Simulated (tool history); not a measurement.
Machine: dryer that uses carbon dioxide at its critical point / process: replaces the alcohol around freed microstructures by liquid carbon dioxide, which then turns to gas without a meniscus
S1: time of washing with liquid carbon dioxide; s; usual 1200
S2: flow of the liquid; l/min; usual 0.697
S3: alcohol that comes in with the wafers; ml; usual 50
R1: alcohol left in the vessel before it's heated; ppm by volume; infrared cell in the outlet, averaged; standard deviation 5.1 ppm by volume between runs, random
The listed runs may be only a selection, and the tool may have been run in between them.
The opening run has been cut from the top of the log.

run   hour    S1     S2  S3   R1
  2   12.9  1200  0.697  50  101
  3   25.8  1140  0.697  50  137
  4   36.4  1200  0.697  50  121
  5   50.8  1200  0.697  50  113
  6   61.0  1200  0.697  50  117
  7   68.2  1200  0.621  50  191
  8   77.2  1200  0.697  50  109
  9   86.7  1200  0.697  50  114
 10   96.1  1200  0.697  50  123
 11  110.7  1200  0.697  50  129
 12  119.4  1200  0.697  50  125
 13  132.3  1200  0.697  50  121
 14  145.3  1200  0.697  50  127
 15  159.8  1200  0.697  50  125
 16  173.3  1200  0.697  50  126
 17  181.1  1200  0.697  50  128
 18  194.9  1200  0.697  50  129
     205.9  -- inlet filter changed
 19  206.2  1200  0.697  50   99
 20  221.7  1200  0.697  50  106
 21  231.0  1200  0.697  50   98
 22  239.8  1200  0.697  50  104
 23  247.1  1200  0.697  50  104
 24  255.0  1200  0.697  50  103
 25  264.5   780  0.697  50  491

Run 26 comes next. What will it give?
 26  273.0  1260  0.966  94   ?

R1: 63 ppm by volume
Without the tool's hidden state the same run would have given R1 15 ppm by volume.
